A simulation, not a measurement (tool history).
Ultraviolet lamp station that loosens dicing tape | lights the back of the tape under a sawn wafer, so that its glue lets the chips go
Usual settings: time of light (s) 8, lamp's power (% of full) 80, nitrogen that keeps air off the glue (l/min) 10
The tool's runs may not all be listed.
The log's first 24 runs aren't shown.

run    hour  time of light (s)  lamp's power (% of full)  nitrogen that keeps air off the glue (l/min)  force that peels the tape off (N)  light that reached the tape (J/m2)
 25  1225.6                  8                        92                                             8                              0.980                                4400
 26  1252.3                 10                        92                                             8                              0.543                                5500
 27  1300.7                 10                        92                                             8                              0.553                                5480
 28  1353.0                 10                        67                                             8                              1.217                                4000
 29  1382.9                  7                        67                                             8                              2.266                                2780
 30  1409.5                  7                        67                                             8                              2.233                                2800
 31  1465.4                  7                        67                                             8                              2.234                                2760
 32  1506.9                  7                        67                                             8                              2.287                                2810
 33  1545.8                 10                        87                                             5                              1.029                                5210
 34  1583.6                 10                        63                                             4                              2.284                                3700
 35  1621.4                 10                        63                                             4                              2.134                                3750
 36  1648.2                  4                        93                                             4                              4.396                                2200
 37  1679.3                 16                        69                                             3                              0.984                                6510
 38  1728.2                  8                        94                                            12                              0.618                                4520
 39  1758.1                  8                        91                                             9                              0.881                                4360
 40  1808.4                 10                        91                                            11                              0.411                                5360
     1836.8  -- lamp changed
 41  1846.3                 10                        91                                            11                              0.398                                5400
 42  1884.8                 10                        91                                            11                              0.427                                5450

Forecast each of these 5 alternatives for the next run:
     1916.8  -- window cleaned of glue's vapour
  A  1948.2                 10                        95                                             5                                  ?                                   ?
     1916.8  -- window cleaned of glue's vapour
  B  1948.2                 10                        99                                            11                                  ?                                   ?
     1916.8  -- window cleaned of glue's vapour
  C  1948.2                 13                        74                                             8                                  ?                                   ?
     1916.8  -- window cleaned of glue's vapour
  D  1948.2                  4                        87                                             4                                  ?                                   ?
     1916.8  -- window cleaned of glue's vapour
  E  1948.2                  5                        91                                            16                                  ?                                   ?

run  force that peels the tape off (N)  light that reached the tape (J/m2)
  A                              0.826                                5680
  B                              0.340                                5890
  C                              0.494                                5780
  D                              4.629                                2070
  E                              1.594                                2720
Without the tool's hidden state the same runs would have given:
run  force that peels the tape off (N)  light that reached the tape (J/m2)
  A                              0.825                                5690
  B                              0.339                                5890
  C                              0.493                                5790
  D                              4.627                                2070
  E                              1.593                                2720
